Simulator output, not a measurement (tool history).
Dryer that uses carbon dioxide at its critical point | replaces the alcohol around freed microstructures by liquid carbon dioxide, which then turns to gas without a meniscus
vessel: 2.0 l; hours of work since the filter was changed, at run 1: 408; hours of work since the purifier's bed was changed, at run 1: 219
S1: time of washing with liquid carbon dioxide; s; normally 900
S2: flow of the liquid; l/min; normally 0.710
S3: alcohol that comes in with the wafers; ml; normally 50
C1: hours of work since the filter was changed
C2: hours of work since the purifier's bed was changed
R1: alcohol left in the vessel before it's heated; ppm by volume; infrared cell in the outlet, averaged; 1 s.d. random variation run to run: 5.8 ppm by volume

Run 1, hour 0.0: usual settings; C1 408; C2 219. Result: R1 419 ppm by volume.
Run 2, hour 9.4: usual settings; C1 414; C2 225. Result: R1 427 ppm by volume.
Run 3, hour 21.8: usual settings; C1 423; C2 233. Result: R1 439 ppm by volume.
At hour 31.1: inlet filter changed.
Run 4, hour 31.2: usual settings but S3 43 ml; C1 0; C2 238. Result: R1 185 ppm by volume.
Run 5, hour 42.3: usual settings but S3 43 ml; C1 7; C2 246. Result: R1 197 ppm by volume.
Run 6, hour 49.7: usual settings but S3 43 ml; C1 12; C2 251. Result: R1 189 ppm by volume.
Run 7, hour 57.7: usual settings; C1 17; C2 256. Result: R1 219 ppm by volume.
Run 8, hour 67.4: usual settings; C1 24; C2 262. Result: R1 223 ppm by volume.
Run 9, hour 76.3: usual settings but S2 0.859 l/min; C1 30; C2 268. Result: R1 111 ppm by volume.
Run 10, hour 89.3: usual settings; C1 38; C2 277. Result: R1 229 ppm by volume.
Run 11, hour 99.5: usual settings but S3 44 ml; C1 45; C2 283. Result: R1 202 ppm by volume.
Run 12, hour 111.9: usual settings but S3 44 ml; C1 53; C2 291. Result: R1 213 ppm by volume.
Run 13, hour 121.2: usual settings but S3 51 ml; C1 59; C2 298. Result: R1 239 ppm by volume.
Run 14, hour 127.3: usual settings but S3 51 ml; C1 63; C2 302. Result: R1 243 ppm by volume.
Run 15, hour 137.4: usual settings but S3 51 ml; C1 70; C2 308. Result: R1 242 ppm by volume.
Run 16, hour 149.6: usual settings but S2 1.129 l/min; C1 78; C2 316. Result: R1 35 ppm by volume.
Run 17, hour 157.3: usual settings but S1 720 s, S2 1.098 l/min, S3 115 ml; C1 83; C2 321. Result: R1 220 ppm by volume.
Run 18, hour 165.4: usual settings but S2 1.112 l/min; C1 88; C2 327. Result: R1 40 ppm by volume.
Run 19, hour 178.3: usual settings but S2 1.112 l/min, S3 43 ml; C1 97; C2 335. Result: R1 56 ppm by volume.
Run 20, hour 191.0: usual settings but S1 540 s, S2 1.112 l/min, S3 88 ml; C1 105; C2 343. Result: R1 626 ppm by volume.
Run 21, hour 197.5: usual settings but S2 0.468 l/min, S3 29 ml; C1 109; C2 348. Result: R1 655 ppm by volume.
Run 22, hour 205.3: usual settings but S1 960 s, S2 0.800 l/min; C1 114; C2 353. Result: R1 127 ppm by volume.
Run 23, hour 211.1: usual settings but S1 960 s, S2 0.800 l/min; C1 118; C2 357. Result: R1 134 ppm by volume.
Run 24, hour 219.8: usual settings but S1 960 s, S2 0.800 l/min; C1 124; C2 362. Result: R1 126 ppm by volume.
Run 25, hour 232.9: usual settings but S1 720 s, S2 0.458 l/min, S3 87 ml; C1 133; C2 371. Result: R1 4007 ppm by volume.
Run 26, hour 242.8: usual settings but S2 0.945 l/min, S3 56 ml; C1 139; C2 377. Result: R1 109 ppm by volume.
Run 27, hour 255.9: usual settings but S1 780 s, S2 0.492 l/min; C1 148; C2 386. Result: R1 1590 ppm by volume.
Run 28, hour 269.3: usual settings but S1 780 s, S2 0.492 l/min; C1 157; C2 395. Result: R1 1576 ppm by volume.
Run 29, hour 281.4: usual settings but S1 1320 s, S2 0.492 l/min, S3 70 ml; C1 164; C2 403. Result: R1 362 ppm by volume.
Run 30, hour 287.6: usual settings but S1 1320 s, S2 0.492 l/min, S3 70 ml; C1 169; C2 407. Result: R1 351 ppm by volume.
Run 31, hour 294.2: usual settings but S1 780 s, S2 0.798 l/min, S3 34 ml; C1 173; C2 411. Result: R1 234 ppm by volume.
Run 32, hour 299.9: usual settings but S2 1.174 l/min, S3 72 ml; C1 177; C2 415. Result: R1 62 ppm by volume.

Pick out some run-to-run changes in R1. Of each, how much would a tool without hidden state show as well, from the settings, what came in and chance, and how much is left for the hidden state and any gauge scatter not in both results compared?
Hidden state present: flow that reaches the vessel past the clogged filter, %; alcohol in the recycled carbon dioxide, ppm; drift of the gauge itself on alcohol_ppm, %.
Run 24 -> 25: S1 960 -> 720, S2 0.800 -> 0.458, S3 50 -> 87. R1 +3881 ppm by volume: hidden state +492, all else +3389.
Run 25 -> 26: S1 720 -> 900, S2 0.458 -> 0.945, S3 87 -> 56. R1 -3898 ppm by volume: hidden state -494, all else -3404.
Run 26 -> 27: S1 900 -> 780, S2 0.945 -> 0.492, S3 56 -> 50. R1 +1481 ppm by volume: hidden state +233, all else +1248.
